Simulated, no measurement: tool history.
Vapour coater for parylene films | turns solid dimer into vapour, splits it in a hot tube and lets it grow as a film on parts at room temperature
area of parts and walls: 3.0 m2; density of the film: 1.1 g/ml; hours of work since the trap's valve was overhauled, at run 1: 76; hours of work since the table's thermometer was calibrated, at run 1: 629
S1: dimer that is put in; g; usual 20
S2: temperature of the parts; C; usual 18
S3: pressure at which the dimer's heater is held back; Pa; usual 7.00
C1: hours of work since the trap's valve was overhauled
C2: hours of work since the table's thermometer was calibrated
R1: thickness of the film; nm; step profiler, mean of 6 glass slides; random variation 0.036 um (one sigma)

{"run": 1, "hour": 0.0, "S1": 20, "S2": 18, "S3": 7.0, "C1": 76, "C2": 629, "R1": 3710}
{"run": 2, "hour": 26.7, "S1": 20, "S2": 18, "S3": 7.0, "C1": 91, "C2": 643, "R1": 3700}
{"run": 3, "hour": 51.8, "S1": 20, "S2": 18, "S3": 7.0, "C1": 105, "C2": 657, "R1": 3700}
{"run": 4, "hour": 70.3, "S1": 20, "S2": 18, "S3": 7.0, "C1": 115, "C2": 667, "R1": 3700}
{"run": 5, "hour": 104.0, "S1": 20, "S2": 18, "S3": 7.0, "C1": 133, "C2": 685, "R1": 3680}
{"run": 6, "hour": 131.1, "S1": 16, "S2": 18, "S3": 7.0, "C1": 148, "C2": 700, "R1": 3000}
{"run": 7, "hour": 157.1, "S1": 16, "S2": 18, "S3": 7.0, "C1": 162, "C2": 714, "R1": 2910}
{"run": 8, "hour": 185.0, "S1": 16, "S2": 18, "S3": 7.0, "C1": 177, "C2": 729, "R1": 2940}
{"run": 9, "hour": 205.4, "S1": 16, "S2": 29, "S3": 7.0, "C1": 188, "C2": 741, "R1": 2120}
{"run": 10, "hour": 230.1, "S1": 16, "S2": 29, "S3": 7.0, "C1": 202, "C2": 754, "R1": 2090}
{"run": 11, "hour": 247.8, "S1": 16, "S2": 29, "S3": 7.0, "C1": 211, "C2": 764, "R1": 2130}
{"run": 12, "hour": 268.3, "S1": 16, "S2": 27, "S3": 7.0, "C1": 223, "C2": 775, "R1": 2240}
{"run": 13, "hour": 284.0, "S1": 16, "S2": 27, "S3": 8.03, "C1": 231, "C2": 783, "R1": 2200}
{"run": 14, "hour": 312.8, "S1": 16, "S2": 27, "S3": 8.03, "C1": 247, "C2": 799, "R1": 2170}
{"run": 15, "hour": 341.1, "S1": 20, "S2": 18, "S3": 2.69, "C1": 262, "C2": 814, "R1": 4380}
{"run": 16, "hour": 366.3, "S1": 20, "S2": 18, "S3": 7.0, "C1": 276, "C2": 828, "R1": 3710}
{"run": 17, "hour": 393.4, "S1": 20, "S2": 18, "S3": 7.0, "C1": 291, "C2": 843, "R1": 3630}
{"run": 18, "hour": 413.5, "S1": 20, "S2": 18, "S3": 7.0, "C1": 302, "C2": 854, "R1": 3690}
{"run": 19, "hour": 448.6, "S1": 20, "S2": 24, "S3": 2.7, "C1": 321, "C2": 873, "R1": 3570}
{"run": 20, "hour": 477.1, "S1": 20, "S2": 17, "S3": 2.7, "C1": 336, "C2": 889, "R1": 4480}
{"run": 21, "hour": 496.8, "S1": 20, "S2": 17, "S3": 2.7, "C1": 347, "C2": 899, "R1": 4510}
{"run": 22, "hour": 512.6, "S1": 30, "S2": 12, "S3": 3.35, "C1": 356, "C2": 908, "R1": 7500}
{"run": 23, "hour": 548.4, "S1": 15, "S2": 19, "S3": 3.35, "C1": 375, "C2": 927, "R1": 3110}
{"run": 24, "hour": 575.4, "S1": 15, "S2": 19, "S3": 3.35, "C1": 390, "C2": 942, "R1": 3080}
{"run": 25, "hour": 611.9, "S1": 34, "S2": 12, "S3": 2.13, "C1": 410, "C2": 962, "R1": 9200}
{"run": 26, "hour": 632.0, "S1": 34, "S2": 12, "S3": 2.13, "C1": 421, "C2": 973, "R1": 9090}
{"run": 27, "hour": 658.5, "S1": 34, "S2": 16, "S3": 2.71, "C1": 435, "C2": 987, "R1": 7830}
{"run": 28, "hour": 677.4, "S1": 27, "S2": 21, "S3": 2.71, "C1": 445, "C2": 998, "R1": 5320}
{"run": 29, "hour": 695.5, "S1": 27, "S2": 21, "S3": 2.71, "C1": 455, "C2": 1007, "R1": 5280}
{"run": 30, "hour": 715.6, "S1": 12, "S2": 11, "S3": 8.54, "C1": 466, "C2": 1018, "R1": 2630}
{"run": 31, "hour": 750.1, "S1": 12, "S2": 11, "S3": 8.54, "C1": 485, "C2": 1037, "R1": 2620}
{"run": 32, "hour": 776.1, "S1": 24, "S2": 27, "S3": 8.54, "C1": 499, "C2": 1051, "R1": 3320}
{"hour": 789.6, "done": "trap's valve overhauled"}
{"run": 33, "hour": 806.2, "S1": 20, "S2": 22, "S3": 8.39, "C1": 9, "C2": 1066, "R1": 3110}
{"run": 34, "hour": 842.6, "S1": 20, "S2": 22, "S3": 8.39, "C1": 29, "C2": 1085, "R1": 3210}
{"run": 35, "hour": 869.4, "S1": 10, "S2": 18, "S3": 7.0, "C1": 43, "C2": 1100, "R1": 1870}
{"run": 36, "hour": 889.5, "S1": 10, "S2": 18, "S3": 7.0, "C1": 54, "C2": 1111, "R1": 1830}

Hidden state at the last listed run before each entry between runs and at the first one after, where it differs:
Between runs 32 and 33: trap's valve overhauled (hour 789.6)
  vapour lost through the trap's worn valve, %: 0.5 -> 0
  measured less the result without the state, R1: -20 -> +0 nm

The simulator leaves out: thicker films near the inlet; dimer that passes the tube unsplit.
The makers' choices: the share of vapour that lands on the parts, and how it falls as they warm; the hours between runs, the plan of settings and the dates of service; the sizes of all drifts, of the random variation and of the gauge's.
